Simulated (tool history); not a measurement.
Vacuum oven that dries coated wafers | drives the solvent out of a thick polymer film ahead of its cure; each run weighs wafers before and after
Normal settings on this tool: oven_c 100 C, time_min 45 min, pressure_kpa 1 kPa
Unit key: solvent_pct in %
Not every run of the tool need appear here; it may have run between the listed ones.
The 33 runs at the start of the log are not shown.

run	hour	oven_c	time_min	pressure_kpa	solvent_pct
34	1797.9	100	32	0.75	3.39
35	1836.6	108	79	1	0.63
# hour 1898.9: oven's thermocouples calibrated
36	1903	108	79	1	0.57
37	1946.7	101	25	0.83	3.82
38	1991.1	101	25	0.83	3.82
39	2025.5	99	41	0.62	2.57
40	2091.6	94	45	2.59	4.54
41	2123.5	94	45	2.59	4.6
42	2174	111	45	2.59	1.39
43	2212.3	101	34	0.72	2.77
44	2260	96	25	2.42	5.8
45	2303.7	90	45	1	4.8
46	2359.3	112	42	0.92	0.76
47	2395.1	99	62	0.97	1.72

Here are 4 independent what-if runs from the current tool condition. What would each one return?
A	2464.6	91	27	1.04	?
B	2464.6	93	45	1	?
C	2464.6	99	62	1.14	?
D	2464.6	110	66	1.07	?

run	solvent_pct
A	6.18
B	4.01
C	1.83
D	0.63
Take away the tool's hidden state, keep each run's random variation, and the runs would have read:
run	solvent_pct
A	5.93
B	3.71
C	1.58
D	0.51
